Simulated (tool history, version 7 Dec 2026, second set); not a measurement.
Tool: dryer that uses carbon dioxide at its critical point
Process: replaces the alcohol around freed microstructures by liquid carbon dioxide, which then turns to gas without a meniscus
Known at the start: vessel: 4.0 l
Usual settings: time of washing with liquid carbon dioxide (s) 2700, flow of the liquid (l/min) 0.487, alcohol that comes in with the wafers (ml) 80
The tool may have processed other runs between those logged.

run	hour	time of washing with liquid carbon dioxide (s)	flow of the liquid (l/min)	alcohol that comes in with the wafers (ml)	alcohol left in the vessel before it's heated (ppm by volume)
1	0.0	2700	0.487	80	368
# hour 9.5: inlet filter changed
2	9.5	2700	0.487	31	131
3	27.0	2700	0.487	80	260
4	38.2	2700	0.487	80	278
5	47.5	2700	0.487	80	278
6	61.4	1800	0.487	80	1065
7	76.8	2700	0.487	50	197
8	88.4	2700	0.497	80	274
9	96.7	2760	0.487	80	255
10	107.7	2760	0.487	80	259
11	116.1	2700	0.487	80	291
12	130.7	2700	0.487	80	287
13	147.5	2700	0.487	80	303
14	162.2	2700	0.786	80	61
15	176.7	3180	0.487	80	154
16	191.9	2700	0.487	81	310
17	200.1	2700	0.487	81	311
18	217.6	2700	0.487	81	310
19	230.9	1680	0.558	30	407
20	245.7	3960	0.470	47	80
21	264.1	2700	0.487	47	204
22	282.4	1620	0.760	48	275
23	298.8	2940	0.760	48	70
24	307.4	2700	0.487	46	200
25	324.4	2700	0.487	46	234
26	334.1	1980	0.487	31	388
27	345.2	2220	0.521	46	317
28	362.4	2880	0.728	63	66
29	373.0	2880	0.728	63	84
30	382.6	1920	0.527	24	292
31	398.0	1920	0.527	24	283
32	417.0	1920	0.527	24	283
33	432.0	4200	0.527	52	75
34	447.5	4200	0.527	52	70

Below are 3 alternative next runs, each starting from the tool's condition after run 34. Predict each:
A	463.3	4140	0.527	51	?
B	463.3	2700	0.527	52	?
C	463.3	2400	0.774	44	?

run	alcohol left in the vessel before it's heated (ppm by volume)
A	85
B	197
C	91
With the hidden condition removed and each run's random variation left untouched, the same runs would have given:
run	alcohol left in the vessel before it's heated (ppm by volume)
A	20
B	111
C	24

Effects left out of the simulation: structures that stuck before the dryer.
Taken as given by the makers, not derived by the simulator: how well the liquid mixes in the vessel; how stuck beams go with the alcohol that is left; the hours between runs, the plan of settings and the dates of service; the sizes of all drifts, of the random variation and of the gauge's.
